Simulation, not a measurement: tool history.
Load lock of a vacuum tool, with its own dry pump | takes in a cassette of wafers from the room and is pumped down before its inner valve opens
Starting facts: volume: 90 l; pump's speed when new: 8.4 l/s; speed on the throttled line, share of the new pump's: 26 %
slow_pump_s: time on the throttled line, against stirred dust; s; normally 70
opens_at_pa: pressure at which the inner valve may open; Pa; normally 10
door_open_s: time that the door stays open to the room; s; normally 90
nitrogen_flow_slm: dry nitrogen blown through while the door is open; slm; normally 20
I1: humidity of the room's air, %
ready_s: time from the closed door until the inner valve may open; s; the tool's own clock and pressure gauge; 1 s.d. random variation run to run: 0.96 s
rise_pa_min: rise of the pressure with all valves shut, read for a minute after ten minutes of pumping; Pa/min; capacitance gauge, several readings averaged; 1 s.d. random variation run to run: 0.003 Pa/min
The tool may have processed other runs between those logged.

{"run": 1, "day": 0.0, "slow_pump_s": 70, "opens_at_pa": 10, "door_open_s": 90, "nitrogen_flow_slm": 20, "I1": 45.6, "ready_s": 168.8, "rise_pa_min": 0.038}
{"run": 2, "day": 3.25, "slow_pump_s": 36, "opens_at_pa": 10, "door_open_s": 90, "nitrogen_flow_slm": 20, "I1": 44, "ready_s": 143.5, "rise_pa_min": 0.039}
{"run": 3, "day": 4.846, "slow_pump_s": 120, "opens_at_pa": 10, "door_open_s": 90, "nitrogen_flow_slm": 20, "I1": 42.3, "ready_s": 202.8, "rise_pa_min": 0.037}
{"run": 4, "day": 8.042, "slow_pump_s": 120, "opens_at_pa": 10, "door_open_s": 90, "nitrogen_flow_slm": 20, "I1": 43.4, "ready_s": 202.8, "rise_pa_min": 0.04}
{"run": 5, "day": 11.579, "slow_pump_s": 104, "opens_at_pa": 10, "door_open_s": 90, "nitrogen_flow_slm": 20, "I1": 44.4, "ready_s": 191.6, "rise_pa_min": 0.038}
{"run": 6, "day": 15.354, "slow_pump_s": 104, "opens_at_pa": 10, "door_open_s": 90, "nitrogen_flow_slm": 20, "I1": 47.7, "ready_s": 189.7, "rise_pa_min": 0.046}
{"run": 7, "day": 17.367, "slow_pump_s": 104, "opens_at_pa": 10, "door_open_s": 90, "nitrogen_flow_slm": 20, "I1": 44.2, "ready_s": 192.4, "rise_pa_min": 0.044}
{"run": 8, "day": 19.25, "slow_pump_s": 68, "opens_at_pa": 17, "door_open_s": 90, "nitrogen_flow_slm": 20, "I1": 44.5, "ready_s": 159.9, "rise_pa_min": 0.046}
{"run": 9, "day": 22.775, "slow_pump_s": 49, "opens_at_pa": 18, "door_open_s": 36, "nitrogen_flow_slm": 20, "I1": 46.2, "ready_s": 145.4, "rise_pa_min": 0.038}
{"run": 10, "day": 25.929, "slow_pump_s": 62, "opens_at_pa": 18, "door_open_s": 99, "nitrogen_flow_slm": 20, "I1": 46, "ready_s": 154.8, "rise_pa_min": 0.05}
{"run": 11, "day": 28.688, "slow_pump_s": 62, "opens_at_pa": 18, "door_open_s": 181, "nitrogen_flow_slm": 5, "I1": 45.7, "ready_s": 155.8, "rise_pa_min": 0.071}
{"run": 12, "day": 32.142, "slow_pump_s": 70, "opens_at_pa": 11, "door_open_s": 90, "nitrogen_flow_slm": 7, "I1": 45.2, "ready_s": 167.8, "rise_pa_min": 0.057}
{"run": 13, "day": 34.092, "slow_pump_s": 40, "opens_at_pa": 10, "door_open_s": 143, "nitrogen_flow_slm": 20, "I1": 41.7, "ready_s": 147.3, "rise_pa_min": 0.059}

What if the next run were any one of these 4? Each begins from the tool's condition after run 13:
{"run": "A", "day": 37.333, "slow_pump_s": 70, "opens_at_pa": 10, "door_open_s": 196, "nitrogen_flow_slm": 20, "I1": 43.7, "ready_s": "?", "rise_pa_min": "?"}
{"run": "B", "day": 37.333, "slow_pump_s": 40, "opens_at_pa": 10, "door_open_s": 143, "nitrogen_flow_slm": 44, "I1": 45, "ready_s": "?", "rise_pa_min": "?"}
{"run": "C", "day": 37.333, "slow_pump_s": 68, "opens_at_pa": 10, "door_open_s": 47, "nitrogen_flow_slm": 20, "I1": 43.8, "ready_s": "?", "rise_pa_min": "?"}
{"run": "D", "day": 37.333, "slow_pump_s": 70, "opens_at_pa": 9, "door_open_s": 144, "nitrogen_flow_slm": 20, "I1": 43.6, "ready_s": "?", "rise_pa_min": "?"}

run=A ready_s=169.9 rise_pa_min=0.057
run=B ready_s=148.5 rise_pa_min=0.049
run=C ready_s=167.1 rise_pa_min=0.047
run=D ready_s=171.9 rise_pa_min=0.056
Had the tool no hidden state, the same runs would have come out as:
run=A ready_s=152.1 rise_pa_min=0.022
run=B ready_s=129 rise_pa_min=0.013
run=C ready_s=149.4 rise_pa_min=0.01
run=D ready_s=153.6 rise_pa_min=0.019

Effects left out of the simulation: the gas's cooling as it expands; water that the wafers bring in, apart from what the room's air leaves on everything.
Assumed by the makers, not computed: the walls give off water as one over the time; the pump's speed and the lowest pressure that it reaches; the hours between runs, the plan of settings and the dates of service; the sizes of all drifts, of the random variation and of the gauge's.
